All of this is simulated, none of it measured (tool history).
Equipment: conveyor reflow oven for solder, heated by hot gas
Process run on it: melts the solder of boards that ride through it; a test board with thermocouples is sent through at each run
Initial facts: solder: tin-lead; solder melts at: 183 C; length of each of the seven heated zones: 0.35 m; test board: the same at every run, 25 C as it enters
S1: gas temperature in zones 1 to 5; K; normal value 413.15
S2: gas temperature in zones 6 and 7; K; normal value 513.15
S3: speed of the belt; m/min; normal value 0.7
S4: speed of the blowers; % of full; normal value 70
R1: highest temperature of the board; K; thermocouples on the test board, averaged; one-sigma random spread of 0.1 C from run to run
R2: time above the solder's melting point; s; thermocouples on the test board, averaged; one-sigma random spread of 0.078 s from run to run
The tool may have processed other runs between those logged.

run,hour,S1,S2,S3,S4,R1,R2
1,0,413.15,513.15,0.7,70,496.75,48.89
2,7.8,413.15,513.15,0.7,70,496.85,48.81
3,16.4,413.15,513.15,0.7,70,496.45,48.83
4,24.8,413.15,513.15,0.7,70,496.75,48.81
5,34.5,413.15,513.15,0.7,70,496.75,48.77
6,43.6,413.15,513.15,0.671,70,497.85,51.68
7,59.4,413.15,513.15,0.671,70,497.85,51.7
8,70.7,413.15,513.15,0.7,70,496.65,48.72
9,86.6,403.15,513.15,0.7,70,494.75,45.21
10,100.4,403.15,513.15,0.7,70,494.75,45.13
11,108.9,403.15,513.15,0.7,70,494.85,45.02
12,116.7,413.15,513.15,0.7,70,496.45,48.71
13,127.8,413.15,513.15,0.7,70,496.25,48.64
14,139.8,413.15,513.15,0.7,70,496.45,48.73
15,155,413.15,513.15,0.7,70,496.45,48.72
16,171.6,413.15,513.15,0.749,70,493.85,44.12
17,187.9,413.15,513.15,0.749,70,494.05,44.06
18,201.3,408.15,521.15,0.762,87,503.35,46.59
19,211.5,408.15,521.15,0.762,87,503.05,46.5
20,223.4,408.15,521.15,0.762,87,503.35,46.45
21,231.2,408.15,521.15,0.762,87,503.05,46.55
22,240,413.15,503.15,0.786,70,483.85,35.87
23,256.1,413.15,503.15,0.786,70,483.75,35.74
24,265.8,413.15,503.15,0.786,70,483.65,35.77
25,281.3,414.15,527.15,0.695,55,504.05,52.97
26,294.7,400.15,511.15,0.586,70,498.15,56.12
27,308.1,409.15,523.15,0.807,66,496.85,41.01
28,322.6,414.15,519.15,0.7,74,502.35,52.04
29,333.4,421.15,513.15,0.7,70,497.45,51.75

Run 30 is up next; what results do you expect?
30,342.3,421.15,513.15,0.7,59,?,?

Run 30 yielded R1 494.65 K, R2 49.96 s.
Were there no unlogged condition in the tool, this run, its random variation unchanged, would have produced R1 494.85 K, R2 50.07 s.

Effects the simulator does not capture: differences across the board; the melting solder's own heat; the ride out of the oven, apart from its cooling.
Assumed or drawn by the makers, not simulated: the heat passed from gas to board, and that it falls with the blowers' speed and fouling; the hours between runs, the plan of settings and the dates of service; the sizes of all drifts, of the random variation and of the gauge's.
